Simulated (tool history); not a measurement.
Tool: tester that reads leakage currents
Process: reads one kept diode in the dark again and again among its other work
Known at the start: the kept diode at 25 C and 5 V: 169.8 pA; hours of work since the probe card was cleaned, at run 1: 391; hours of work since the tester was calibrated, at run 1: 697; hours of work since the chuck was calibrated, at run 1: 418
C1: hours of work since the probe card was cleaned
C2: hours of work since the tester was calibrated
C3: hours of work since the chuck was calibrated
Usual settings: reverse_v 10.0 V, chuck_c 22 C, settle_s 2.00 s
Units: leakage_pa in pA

{"run": 1, "day": 0.0, "reverse_v": 10.0, "chuck_c": 22, "settle_s": 2.0, "C1": 391, "C2": 697, "C3": 418, "leakage_pa": 178.87}
{"run": 2, "day": 1.671, "reverse_v": 10.0, "chuck_c": 22, "settle_s": 0.58, "C1": 408, "C2": 714, "C3": 435, "leakage_pa": 182.99}
{"run": 3, "day": 3.321, "reverse_v": 10.0, "chuck_c": 22, "settle_s": 0.58, "C1": 425, "C2": 731, "C3": 452, "leakage_pa": 182.19}
{"run": 4, "day": 5.179, "reverse_v": 10.0, "chuck_c": 22, "settle_s": 0.58, "C1": 444, "C2": 750, "C3": 471, "leakage_pa": 181.75}
{"run": 5, "day": 6.758, "reverse_v": 10.0, "chuck_c": 22, "settle_s": 0.58, "C1": 461, "C2": 767, "C3": 488, "leakage_pa": 182.39}
{"run": 6, "day": 8.162, "reverse_v": 10.0, "chuck_c": 22, "settle_s": 0.58, "C1": 475, "C2": 781, "C3": 502, "leakage_pa": 181.6}
{"run": 7, "day": 10.092, "reverse_v": 10.0, "chuck_c": 22, "settle_s": 0.58, "C1": 495, "C2": 801, "C3": 522, "leakage_pa": 180.99}
{"run": 8, "day": 11.808, "reverse_v": 10.0, "chuck_c": 22, "settle_s": 2.0, "C1": 513, "C2": 819, "C3": 540, "leakage_pa": 177.51}
{"run": 9, "day": 13.025, "reverse_v": 10.0, "chuck_c": 22, "settle_s": 2.0, "C1": 525, "C2": 832, "C3": 552, "leakage_pa": 176.7}
{"run": 10, "day": 14.046, "reverse_v": 10.0, "chuck_c": 22, "settle_s": 2.0, "C1": 536, "C2": 842, "C3": 563, "leakage_pa": 176.07}
{"run": 11, "day": 16.012, "reverse_v": 10.0, "chuck_c": 27, "settle_s": 2.0, "C1": 556, "C2": 862, "C3": 583, "leakage_pa": 269.23}
{"run": 12, "day": 17.425, "reverse_v": 10.0, "chuck_c": 27, "settle_s": 2.0, "C1": 571, "C2": 877, "C3": 598, "leakage_pa": 270.67}
{"run": 13, "day": 18.654, "reverse_v": 10.0, "chuck_c": 23, "settle_s": 2.0, "C1": 584, "C2": 890, "C3": 610, "leakage_pa": 190.98}
{"run": 14, "day": 20.592, "reverse_v": 10.0, "chuck_c": 54, "settle_s": 2.0, "C1": 604, "C2": 910, "C3": 630, "leakage_pa": 2325.83}
{"run": 15, "day": 22.758, "reverse_v": 1.1, "chuck_c": 43, "settle_s": 2.0, "C1": 626, "C2": 932, "C3": 653, "leakage_pa": 305.62}
{"run": 16, "day": 23.817, "reverse_v": 1.7, "chuck_c": 27, "settle_s": 8.76, "C1": 637, "C2": 943, "C3": 664, "leakage_pa": 101.38}
{"run": 17, "day": 25.646, "reverse_v": 2.1, "chuck_c": 22, "settle_s": 5.28, "C1": 656, "C2": 962, "C3": 683, "leakage_pa": 73.11}
{"run": 18, "day": 27.375, "reverse_v": 4.8, "chuck_c": 32, "settle_s": 5.28, "C1": 674, "C2": 980, "C3": 701, "leakage_pa": 270.87}
{"run": 19, "day": 28.938, "reverse_v": 5.9, "chuck_c": 25, "settle_s": 2.39, "C1": 690, "C2": 996, "C3": 717, "leakage_pa": 167.39}
{"run": 20, "day": 30.383, "reverse_v": 5.9, "chuck_c": 25, "settle_s": 2.39, "C1": 705, "C2": 1011, "C3": 732, "leakage_pa": 166.5}
{"run": 21, "day": 31.596, "reverse_v": 5.9, "chuck_c": 25, "settle_s": 2.39, "C1": 717, "C2": 1023, "C3": 744, "leakage_pa": 166.77}
{"run": 22, "day": 33.646, "reverse_v": 5.9, "chuck_c": 25, "settle_s": 2.39, "C1": 738, "C2": 1044, "C3": 765, "leakage_pa": 166.38}
{"day": 34.554, "done": "chuck's temperature calibrated"}
{"run": 23, "day": 34.779, "reverse_v": 10.6, "chuck_c": 21, "settle_s": 2.39, "C1": 749, "C2": 1055, "C3": 2, "leakage_pa": 189.42}
{"run": 24, "day": 36.592, "reverse_v": 10.6, "chuck_c": 21, "settle_s": 2.39, "C1": 768, "C2": 1074, "C3": 21, "leakage_pa": 188.73}
{"run": 25, "day": 38.183, "reverse_v": 10.6, "chuck_c": 21, "settle_s": 2.39, "C1": 784, "C2": 1091, "C3": 38, "leakage_pa": 188.0}
{"run": 26, "day": 39.175, "reverse_v": 9.2, "chuck_c": 28, "settle_s": 2.0, "C1": 795, "C2": 1101, "C3": 48, "leakage_pa": 315.67}
{"run": 27, "day": 40.954, "reverse_v": 9.2, "chuck_c": 28, "settle_s": 2.0, "C1": 813, "C2": 1119, "C3": 66, "leakage_pa": 315.21}

The same runs without the tool's hidden state, with the same run-to-run variation:
The hidden state here: stray current of the dirty probe card, pA a volt; current scale over the true one, %; true chuck temperature over the reading, C; drift of the gauge itself on leakage_pa, %.
run=1 leakage_pa=189.30
run=2 leakage_pa=193.91
run=3 leakage_pa=193.49
run=4 leakage_pa=193.45
run=5 leakage_pa=194.50
run=6 leakage_pa=193.99
run=7 leakage_pa=193.79
run=8 leakage_pa=190.69
run=9 leakage_pa=190.12
run=10 leakage_pa=189.71
run=11 leakage_pa=293.39
run=12 leakage_pa=295.57
run=13 leakage_pa=207.42
run=14 leakage_pa=2562.97
run=15 leakage_pa=340.41
run=16 leakage_pa=113.42
run=17 leakage_pa=81.64
run=18 leakage_pa=303.30
run=19 leakage_pa=186.44
run=20 leakage_pa=185.82
run=21 leakage_pa=186.43
run=22 leakage_pa=186.50
run=23 leakage_pa=179.63
run=24 leakage_pa=179.36
run=25 leakage_pa=179.03
run=26 leakage_pa=308.46
run=27 leakage_pa=308.82
